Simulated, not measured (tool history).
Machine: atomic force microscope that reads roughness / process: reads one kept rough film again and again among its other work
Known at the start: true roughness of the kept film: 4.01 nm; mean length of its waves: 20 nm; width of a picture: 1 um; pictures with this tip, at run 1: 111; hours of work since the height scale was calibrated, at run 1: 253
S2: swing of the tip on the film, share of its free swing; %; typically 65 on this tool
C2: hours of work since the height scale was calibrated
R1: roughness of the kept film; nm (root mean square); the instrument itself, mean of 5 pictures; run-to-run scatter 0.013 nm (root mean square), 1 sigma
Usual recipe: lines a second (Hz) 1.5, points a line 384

Run 1, hour 0: usual settings; pictures with this tip 111; C2 253. Result: R1 2.176 nm (root mean square).
At hour 13.7: new tip fitted.
Run 2, hour 62.7: usual settings; pictures with this tip 78; C2 290. Result: R1 2.495 nm (root mean square).
At hour 99.5: new tip fitted.
Run 3, hour 99.5: usual settings; pictures with this tip 0; C2 312. Result: R1 3.061 nm (root mean square).
Run 4, hour 139.8: usual settings; pictures with this tip 64; C2 336. Result: R1 2.539 nm (root mean square).
At hour 182.9: new tip fitted.
Run 5, hour 221.2: usual settings but lines a second (Hz) 0.54; pictures with this tip 61; C2 385. Result: R1 2.725 nm (root mean square).
At hour 268.4: new tip fitted.
Run 6, hour 276.8: usual settings but points a line 397; pictures with this tip 14; C2 418. Result: R1 2.947 nm (root mean square).
At hour 352.5: new tip fitted.
Run 7, hour 355.8: usual settings but points a line 397; pictures with this tip 5; C2 465. Result: R1 3.048 nm (root mean square).
Run 8, hour 427.9: usual settings but points a line 669; pictures with this tip 120; C2 508. Result: R1 2.325 nm (root mean square).

Run 9 comes next. What will it give?
At hour 439.1: new tip fitted.
Run 9, hour 500.3: usual settings but lines a second (Hz) 1.03, points a line 871; pictures with this tip 97; C2 551. Result: R1 ?.

Run 9 gave R1 2.421 nm (root mean square).
Were there no unlogged condition in the tool, this run, its random variation unchanged, would have produced R1 3.173 nm (root mean square).
